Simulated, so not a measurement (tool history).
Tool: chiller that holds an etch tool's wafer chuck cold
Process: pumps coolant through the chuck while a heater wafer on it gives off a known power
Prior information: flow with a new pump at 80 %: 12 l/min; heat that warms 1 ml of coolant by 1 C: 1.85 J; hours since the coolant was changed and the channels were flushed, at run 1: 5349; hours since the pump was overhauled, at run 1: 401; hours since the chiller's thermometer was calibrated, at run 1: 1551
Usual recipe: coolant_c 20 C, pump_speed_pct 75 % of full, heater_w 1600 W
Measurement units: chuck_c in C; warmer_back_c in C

| run | hour | coolant_c | pump_speed_pct | heater_w | hours since the coolant was changed and the channels were flushed | hours since the pump was overhauled | hours since the chiller's thermometer was calibrated | chuck_c | warmer_back_c |
|---|---|---|---|---|---|---|---|---|---|
| 1 | 0.0 | 20 | 75 | 1600 | 5349 | 401 | 1551 | 32.1 | 4.63 |
| 2 | 24.2 | 20 | 75 | 1600 | 5374 | 425 | 1575 | 32.1 | 4.64 |
| 3 | 40.4 | 20 | 75 | 1600 | 5390 | 441 | 1592 | 31.8 | 4.67 |
| 4 | 63.3 | 10 | 75 | 1600 | 5413 | 464 | 1615 | 22.0 | 4.67 |
| 5 | 79.7 | 20 | 75 | 1600 | 5429 | 480 | 1631 | 31.9 | 4.63 |
| 6 | 113.7 | 20 | 75 | 1600 | 5463 | 514 | 1665 | 32.0 | 4.69 |
| 7 | 146.9 | 20 | 75 | 1600 | 5496 | 547 | 1698 | 32.0 | 4.64 |
| 8 | 181.1 | 20 | 75 | 1600 | 5530 | 582 | 1732 | 31.9 | 4.66 |
| 9 | 197.0 | 20 | 75 | 1600 | 5546 | 598 | 1748 | 32.0 | 4.74 |
| 10 | 215.0 | 20 | 75 | 1600 | 5564 | 616 | 1766 | 32.0 | 4.72 |
| 11 | 251.0 | 20 | 75 | 1600 | 5600 | 652 | 1802 | 32.0 | 4.74 |
| 12 | 272.3 | 20 | 75 | 1600 | 5622 | 673 | 1824 | 31.9 | 4.70 |
| 13 | 287.6 | 20 | 75 | 1556 | 5637 | 688 | 1839 | 31.5 | 4.57 |
| 14 | 305.7 | 20 | 64 | 1600 | 5655 | 706 | 1857 | 33.5 | 5.49 |
| 15 | 323.0 | 20 | 75 | 998 | 5672 | 724 | 1874 | 27.4 | 3.00 |
| 16 | 338.0 | 20 | 64 | 998 | 5687 | 739 | 1889 | 28.5 | 3.52 |
| 17 | 369.4 | 20 | 64 | 998 | 5719 | 770 | 1921 | 28.4 | 3.56 |
| 18 | 399.0 | 20 | 64 | 998 | 5748 | 800 | 1950 | 28.3 | 3.51 |
| 19 | 414.5 | 12 | 75 | 1600 | 5764 | 815 | 1966 | 23.9 | 4.81 |
| 20 | 437.4 | 22 | 83 | 1818 | 5787 | 838 | 1989 | 34.4 | 4.95 |
| 21 | 452.2 | 11 | 76 | 1534 | 5802 | 853 | 2003 | 22.2 | 4.59 |
| 22 | 474.1 | 11 | 76 | 1534 | 5824 | 875 | 2025 | 22.2 | 4.58 |
| 23 | 500.5 | 20 | 86 | 1122 | 5850 | 901 | 2052 | 27.6 | 3.08 |
| 24 | 517.7 | 22 | 63 | 2184 | 5867 | 918 | 2069 | 40.5 | 7.64 |
|  | 530.5 | coolant changed, channels flushed |
| 25 | 555.0 | 20 | 74 | 1600 | 24 | 950 | 2100 | 32.1 | 4.96 |
| 26 | 584.4 | 27 | 83 | 905 | 54 | 979 | 2130 | 33.1 | 2.57 |
|  | 606.7 | gauge calibrated |
| 27 | 609.2 | 27 | 83 | 905 | 79 | 1004 | 2154 | 33.2 | 2.39 |
| 28 | 633.5 | 27 | 83 | 905 | 103 | 1028 | 2179 | 33.4 | 2.35 |
| 29 | 667.3 | 22 | 83 | 1288 | 137 | 1062 | 2213 | 31.0 | 3.36 |

Below, some changes in warmer_back_c between adjacent runs. For each, the amount present without the hidden state too (settings, incoming material, random variation) and the amount remaining for the hidden state with gauge scatter not shared by both compared results:
Hidden state at play: heat passed by the chuck's channels, % of clean ones'; flow at a given pump speed, % of a new pump's; coolant's true temperature over the reading, C; drift of the gauge itself on chuck_c, C; drift of the gauge itself on warmer_back_c, C.
Run 4 -> 5: coolant_c 10 -> 20. warmer_back_c -0.04 C: hidden state +0.02, all else -0.06.
Run 23 -> 24: coolant_c 20 -> 22, pump_speed_pct 86 -> 63, heater_w 1122 -> 2184. warmer_back_c +4.56 C: hidden state +0.00, all else +4.56.
Run 24 -> 25: coolant_c 22 -> 20, pump_speed_pct 63 -> 74, heater_w 2184 -> 1600, coolant changed, channels flushed. warmer_back_c -2.68 C: hidden state +0.02, all else -2.70.
Run 26 -> 27: gauge calibrated. warmer_back_c -0.18 C: hidden state -0.23, all else +0.05.

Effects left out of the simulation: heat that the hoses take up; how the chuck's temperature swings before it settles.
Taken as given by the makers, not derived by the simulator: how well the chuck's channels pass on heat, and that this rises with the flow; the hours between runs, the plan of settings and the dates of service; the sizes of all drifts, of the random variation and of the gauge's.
